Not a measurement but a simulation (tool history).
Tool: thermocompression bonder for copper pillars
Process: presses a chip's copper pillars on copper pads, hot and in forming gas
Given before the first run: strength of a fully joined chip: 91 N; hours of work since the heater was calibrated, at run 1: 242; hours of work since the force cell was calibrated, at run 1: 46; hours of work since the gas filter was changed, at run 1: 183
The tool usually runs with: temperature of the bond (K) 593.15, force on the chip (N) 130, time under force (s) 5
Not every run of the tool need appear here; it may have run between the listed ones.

run	hour	temperature of the bond (K)	force on the chip (N)	time under force (s)	hours of work since the heater was calibrated	hours of work since the force cell was calibrated	hours of work since the gas filter was changed	force that shears a chip off (N)
1	0.0	593.15	130	5	242	46	183	51.6
2	34.4	593.15	130	5	263	67	205	51.1
3	83.5	593.15	130	5	294	98	235	51.3
4	106.4	593.15	130	5	308	112	249	50.2
# hour 115.6: forming gas filter changed
5	150.6	593.15	130	5	335	139	22	54.9
6	176.9	593.15	130	5	351	156	38	54.6
7	229.7	593.15	130	5	384	189	71	54.4
8	254.0	593.15	130	5	399	204	86	54.0
9	299.5	593.15	130	5	428	232	114	53.5
10	330.7	593.15	130	14	447	251	134	69.5
11	368.0	593.15	127	5	470	275	157	52.6
12	413.0	593.15	161	5	498	303	185	59.1
13	443.7	593.15	161	5	517	322	204	58.6
14	477.3	593.15	130	5	538	343	225	52.3
15	511.4	593.15	130	10	559	364	246	62.3
# hour 528.4: forming gas filter changed
16	539.1	593.15	130	10	576	381	7	67.7
17	568.1	593.15	149	10	594	399	25	71.0
18	595.1	593.15	149	10	611	416	41	70.8
# hour 601.1: force cell calibrated
19	645.5	593.15	130	5	642	28	72	54.7
20	684.8	593.15	94	5	666	52	96	44.5
21	720.4	593.15	103	5	688	74	119	47.6
22	771.4	593.15	103	5	720	106	150	47.1
# hour 788.1: force cell calibrated, once more
23	799.7	579.15	92	14	737	7	167	53.5
24	843.4	579.15	92	14	764	34	194	53.5

Forecast run 25:
25	890.0	579.15	92	14	793	63	223	?

Run 25 yielded force that shears a chip off (N) 53.2.
Were there no unlogged condition in the tool, this run, its random variation unchanged, would have produced force that shears a chip off (N) 53.2.

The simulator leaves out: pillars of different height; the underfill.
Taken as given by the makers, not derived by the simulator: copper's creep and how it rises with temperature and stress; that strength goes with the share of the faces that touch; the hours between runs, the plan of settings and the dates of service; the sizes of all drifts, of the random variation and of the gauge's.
